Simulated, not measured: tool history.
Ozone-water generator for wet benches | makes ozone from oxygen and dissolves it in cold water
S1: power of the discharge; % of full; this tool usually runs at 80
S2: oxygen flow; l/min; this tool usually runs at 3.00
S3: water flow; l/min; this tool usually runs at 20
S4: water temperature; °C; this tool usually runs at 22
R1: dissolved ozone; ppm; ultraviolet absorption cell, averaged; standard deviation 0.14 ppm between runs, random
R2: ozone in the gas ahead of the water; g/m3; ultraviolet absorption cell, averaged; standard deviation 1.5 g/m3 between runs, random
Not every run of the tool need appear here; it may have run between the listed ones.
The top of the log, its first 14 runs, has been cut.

run     day  S1    S2  S3  S4    R1     R2
 15  33.208  80  3.00  14  24  21.4  278.1
 16  36.412  80  3.00  20  22  15.6  282.2
 17  38.942  80  3.00  20  22  15.4  281.4
 18  41.792  80  3.00  20  22  15.6  282.1
 19  44.342  46  2.25  20  22   9.4  208.3
 20  46.967  80  1.63  12  22  26.3  426.7
 21  48.792  80  4.05  16  21  19.3  230.3
 22  50.417  80  4.05  16  21  19.1  227.8
 23  52.800  80  4.06  23  21  13.5  231.1
 24  54.275  80  4.06  23  21  13.3  231.8
 25  56.154  80  3.46  23  21  13.5  255.1
 26  58.617  80  3.46  13  15  25.1  256.8
 27  60.804  80  3.46  13  15  25.5  257.5
 28  62.950  80  3.46  13  15  25.6  257.4
 29  64.604  80  3.46  13  15  25.6  259.8
     67.471  -- gauge calibrated
 30  67.471  80  3.46  13  15  25.2  253.3
 31  70.096  57  3.46  24  16  10.0  186.1
 32  72.550  57  3.46  24  16   9.9  187.8
 33  75.496  57  3.46  24  16  10.1  185.4
 34  78.154  46  3.46  16  16  12.8  155.2

3 ways to go on from here, each from the tool as it stands after run 34. What would each give?
  A  80.850  46  2.31  16  16   ?   ?
  B  80.850  44  3.00  20  21   ?   ?
  C  80.850  97  2.68  16  27   ?   ?

run    R1     R2
  A  12.8  202.5
  B   9.2  163.1
  C  22.0  354.1
Had the tool no hidden state, the same runs would have come out as:
run    R1     R2
  A  12.8  201.4
  B   9.2  162.2
  C  22.1  352.4
